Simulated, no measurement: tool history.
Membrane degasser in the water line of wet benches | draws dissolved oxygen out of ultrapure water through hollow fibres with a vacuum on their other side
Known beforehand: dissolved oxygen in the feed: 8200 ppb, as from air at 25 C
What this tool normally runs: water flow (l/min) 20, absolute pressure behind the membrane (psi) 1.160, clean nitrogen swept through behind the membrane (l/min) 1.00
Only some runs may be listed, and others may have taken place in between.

run   hour  water flow (l/min)  absolute pressure behind the membrane (psi)  clean nitrogen swept through behind the membrane (l/min)  dissolved oxygen in the water behind the degasser (ppb)  pressure that the water loses in the fibres (psi)
  1    0.0                  20                                        1.160                                                      1.00                                                    460.5                                              4.818
  2   68.2                  12                                        1.160                                                      1.00                                                    227.6                                              2.918
  3  119.4                  12                                        1.160                                                      1.00                                                    230.2                                              2.866
  4  175.7                  12                                        1.160                                                      1.00                                                    228.2                                              2.920
  5  236.1                  20                                        1.160                                                      1.00                                                    455.5                                              4.888
  6  284.4                  12                                        1.633                                                      0.49                                                    509.9                                              2.864
  7  341.0                  30                                        2.033                                                      2.24                                                    796.1                                              7.279
  8  391.9                  30                                        2.033                                                      2.24                                                    785.9                                              7.346

What will run 9 give?
  9  442.9                  30                                        2.033                                                      2.24                                                        ?                                                  ?

{"run 9": {"dissolved oxygen in the water behind the degasser (ppb)": 789.9, "pressure that the water loses in the fibres (psi)": 7.316}}
Without the tool's hidden state the same run would have given dissolved oxygen in the water behind the degasser (ppb) 789.3, pressure that the water loses in the fibres (psi) 7.262.
